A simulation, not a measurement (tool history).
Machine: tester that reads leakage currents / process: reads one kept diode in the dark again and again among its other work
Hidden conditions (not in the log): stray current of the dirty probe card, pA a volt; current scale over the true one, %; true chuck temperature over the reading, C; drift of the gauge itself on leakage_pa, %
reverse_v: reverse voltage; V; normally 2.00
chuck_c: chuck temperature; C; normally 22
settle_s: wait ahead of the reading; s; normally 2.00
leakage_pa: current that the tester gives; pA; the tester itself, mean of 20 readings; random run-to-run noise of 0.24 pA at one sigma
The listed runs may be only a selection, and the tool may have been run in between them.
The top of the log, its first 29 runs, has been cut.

run,hour,reverse_v,chuck_c,settle_s,hours of work since the probe card was cleaned,hours of work since the tester was calibrated,hours of work since the chuck was calibrated,leakage_pa
30,3349.5,2.27,41,0.52,1103,1632,504,329.02
31,3423.1,12.49,43,2.00,1136,1666,537,820.00
32,3540.5,12.49,43,2.00,1190,1719,590,810.77
33,3648.0,18.46,38,0.62,1238,1768,639,684.46
# hour 3776.1: chuck's temperature calibrated
34,3807.0,16.41,45,2.00,1309,1839,14,1145.20
35,3918.7,2.00,22,0.61,1360,1889,65,80.09
36,4008.8,11.60,28,3.68,1401,1930,105,282.70
37,4164.2,5.10,22,0.40,1471,2000,176,126.00
38,4304.0,19.22,21,1.32,1534,2064,239,218.55

Forecast each of these 3 alternatives for the next run:
A,4382.2,2.68,22,2.00,1570,2099,274,?
B,4382.2,11.81,35,3.38,1570,2099,274,?
C,4382.2,14.07,37,1.49,1570,2099,274,?

run,leakage_pa
A,89.21
B,474.21
C,598.44
Without the tool's unlogged condition, the same runs would have read:
run,leakage_pa
A,88.10
B,469.97
C,593.70
